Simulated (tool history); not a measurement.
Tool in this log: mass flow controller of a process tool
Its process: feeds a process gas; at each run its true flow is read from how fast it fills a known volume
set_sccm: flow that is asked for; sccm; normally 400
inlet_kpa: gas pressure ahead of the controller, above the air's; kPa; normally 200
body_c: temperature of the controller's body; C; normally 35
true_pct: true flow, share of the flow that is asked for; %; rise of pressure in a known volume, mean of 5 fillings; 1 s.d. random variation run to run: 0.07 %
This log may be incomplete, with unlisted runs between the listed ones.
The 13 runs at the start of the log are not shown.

run 14 hour=855.2 | set_sccm=400 inlet_kpa=200 body_c=31 | true_pct=99.22
run 15 hour=940.1 | set_sccm=400 inlet_kpa=201 body_c=35 | true_pct=99.11
run 16 hour=984.2 | set_sccm=400 inlet_kpa=201 body_c=35 | true_pct=99.03
run 17 hour=1053.6 | set_sccm=400 inlet_kpa=201 body_c=35 | true_pct=99.23
run 18 hour=1150.9 | set_sccm=400 inlet_kpa=201 body_c=35 | true_pct=99.16
run 19 hour=1208.5 | set_sccm=400 inlet_kpa=201 body_c=35 | true_pct=99.19
run 20 hour=1251.4 | set_sccm=400 inlet_kpa=144 body_c=35 | true_pct=98.91
run 21 hour=1311.2 | set_sccm=400 inlet_kpa=200 body_c=35 | true_pct=99.13
run 22 hour=1391.5 | set_sccm=400 inlet_kpa=197 body_c=35 | true_pct=99.13
run 23 hour=1463.5 | set_sccm=400 inlet_kpa=200 body_c=35 | true_pct=99.17
run 24 hour=1528.4 | set_sccm=400 inlet_kpa=200 body_c=35 | true_pct=99.12
run 25 hour=1621.9 | set_sccm=81 inlet_kpa=233 body_c=37 | true_pct=99.27
run 26 hour=1711.7 | set_sccm=163 inlet_kpa=183 body_c=38 | true_pct=98.51
run 27 hour=1796.8 | set_sccm=384 inlet_kpa=190 body_c=29 | true_pct=99.21
run 28 hour=1856.9 | set_sccm=116 inlet_kpa=201 body_c=32 | true_pct=99.03
run 29 hour=1950.4 | set_sccm=422 inlet_kpa=200 body_c=35 | true_pct=99.12
run 30 hour=2021.3 | set_sccm=126 inlet_kpa=168 body_c=22 | true_pct=99.27
run 31 hour=2111.1 | set_sccm=126 inlet_kpa=168 body_c=33 | true_pct=98.97
run 32 hour=2190.3 | set_sccm=218 inlet_kpa=207 body_c=35 | true_pct=98.94
run 33 hour=2257.8 | set_sccm=400 inlet_kpa=191 body_c=35 | true_pct=98.93

Run 34, settings as shown, results not yet in. Your forecast:
run 34 hour=2344.1 | set_sccm=400 inlet_kpa=250 body_c=21 | true_pct=?

Logged for run 34: true_pct 99.74 %.
Take away the tool's hidden state, keep the run-to-run variation as it was, and the same run would have given true_pct 99.92 %.
